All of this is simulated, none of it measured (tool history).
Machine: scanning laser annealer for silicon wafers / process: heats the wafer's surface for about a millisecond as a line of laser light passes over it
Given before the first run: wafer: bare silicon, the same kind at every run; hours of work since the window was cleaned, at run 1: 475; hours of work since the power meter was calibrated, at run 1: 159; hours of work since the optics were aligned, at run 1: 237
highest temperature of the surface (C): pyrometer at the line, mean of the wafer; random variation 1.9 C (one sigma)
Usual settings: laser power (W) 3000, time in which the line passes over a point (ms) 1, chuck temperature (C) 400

run	hour	laser power (W)	time in which the line passes over a point (ms)	chuck temperature (C)	hours of work since the window was cleaned	hours of work since the power meter was calibrated	hours of work since the optics were aligned	highest temperature of the surface (C)
1	0	3000	1	400	475	159	237	1093
2	46.6	3000	1.21	400	506	190	268	1171
3	77.3	3000	1.21	400	527	211	289	1166
4	112.2	3000	1.21	400	550	234	312	1164
5	176.1	3000	0.91	400	593	277	355	1044
# hour 184.4: window over the wafer cleaned
6	215.9	3000	0.91	400	21	303	380	1024
7	282.9	3000	0.91	400	66	348	425	1022
8	341.2	3000	0.91	400	105	387	465	1020
# hour 361.8: window over the wafer cleaned, once more
9	381.4	3000	0.91	400	13	413	490	1093
10	420.7	3000	0.91	400	40	439	517	1089
11	479.8	3000	1.02	400	79	479	556	1130
12	519.6	3000	1.02	417	106	505	583	1146
13	577.6	3291	0.7	417	145	544	622	1076
14	615.7	2983	1	400	171	570	648	1107
15	683.3	2633	1	400	216	615	693	1000
16	731.2	2585	1	361	248	648	725	941
17	761.7	2585	1	361	269	668	746	937
18	808.2	2585	1	361	300	699	777	939
19	836.7	2585	1	361	319	718	796	937

Consider 3 possible next runs. They are alternatives, not a sequence: every one starts from the tool as it was left by run 19. What does each give?
A	871.9	3000	1	411	343	742	820	?
B	871.9	3091	1	363	343	742	820	?
C	871.9	2666	0.9	361	343	742	820	?

run	highest temperature of the surface (C)
A	1112
B	1089
C	921
Had the tool no hidden state, the same runs would have come out as:
run	highest temperature of the surface (C)
A	1156
B	1135
C	957
